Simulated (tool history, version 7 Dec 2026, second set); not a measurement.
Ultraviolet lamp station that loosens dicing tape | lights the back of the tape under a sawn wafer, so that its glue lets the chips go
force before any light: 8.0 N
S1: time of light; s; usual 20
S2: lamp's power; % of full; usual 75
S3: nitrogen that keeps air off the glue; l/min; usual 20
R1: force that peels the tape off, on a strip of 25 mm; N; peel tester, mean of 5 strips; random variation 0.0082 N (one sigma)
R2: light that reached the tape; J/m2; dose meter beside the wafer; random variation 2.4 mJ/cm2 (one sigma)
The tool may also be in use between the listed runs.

run,hour,S1,S2,S3,R1,R2
1,0.0,20,75,20,0.406,2320
2,4.1,20,75,20,0.414,2340
3,10.3,20,75,20,0.411,2310
4,19.6,20,75,20,0.404,2350
5,27.4,20,75,34,0.324,2290
6,33.9,20,75,34,0.336,2340
7,38.5,20,75,34,0.334,2260
8,43.7,20,75,22,0.394,2290
9,50.5,20,75,20,0.408,2310
10,54.9,20,75,20,0.406,2280
11,58.7,20,63,20,0.563,1950
12,64.8,20,63,20,0.582,1930
13,69.7,21,63,20,0.538,2000
14,75.5,20,75,20,0.409,2250
15,81.3,22,83,20,0.299,2760
16,86.5,22,83,20,0.302,2780
17,92.9,20,69,9,0.770,2130
18,101.0,20,63,24,0.546,1920
19,108.4,13,66,20,1.214,1280
20,113.8,31,75,8,0.319,3520
21,121.4,23,75,10,0.469,2600
22,126.9,20,78,23,0.367,2400
23,130.8,20,78,23,0.363,2330

Run 24 comes next. What will it give?
24,136.5,20,78,23,?,?

R1: 0.367 N
R2: 2350 J/m2
Without the tool's hidden state the same run would have given R1 0.289 N, R2 2750 J/m2.
